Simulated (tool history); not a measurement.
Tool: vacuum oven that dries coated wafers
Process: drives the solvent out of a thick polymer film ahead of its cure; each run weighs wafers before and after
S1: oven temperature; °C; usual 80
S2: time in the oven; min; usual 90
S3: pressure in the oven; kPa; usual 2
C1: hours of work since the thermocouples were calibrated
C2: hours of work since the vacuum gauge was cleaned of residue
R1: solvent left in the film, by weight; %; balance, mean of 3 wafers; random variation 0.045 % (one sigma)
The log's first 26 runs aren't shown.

run	hour	S1	S2	S3	C1	C2	R1
27	2307.9	66	125	2.77	999	436	4.6
28	2371.5	87	90	2	1041	477	0.95
# hour 2446.1: oven's thermocouples calibrated
29	2473.3	87	90	2	18	542	1.01
30	2575.9	87	90	2	84	608	1.03
31	2680.1	87	90	2	152	676	1.06
32	2749.4	87	90	2	197	720	1.06
33	2802.3	93	132	7.26	231	755	2.5
34	2862.7	93	132	7.26	270	794	2.39
35	2944.1	80	57	6.78	323	847	5.49
36	3009.7	70	97	7.76	365	889	8.24
37	3113.8	80	58	2	433	957	3
38	3166.1	80	72	2	467	990	2.36
39	3247.6	74	48	1	519	1043	5.66
40	3341.8	81	79	2	580	1104	1.85
41	3402.1	80	77	4.63	619	1143	3.53
42	3464.9	76	84	1.93	660	1184	2.7
43	3564.3	76	84	1.93	725	1248	2.65
44	3681.5	93	71	3.45	800	1324	1.29

Forecast each of these 3 alternatives for the next run:
A	3741.1	65	71	1.37	839	1363	?
B	3741.1	92	82	2	839	1363	?
C	3741.1	77	71	3.45	839	1363	?

run	R1
A	7.12
B	0.99
C	3.83
Without the tool's hidden state the same runs would have given:
run	R1
A	7.39
B	0.85
C	3.97
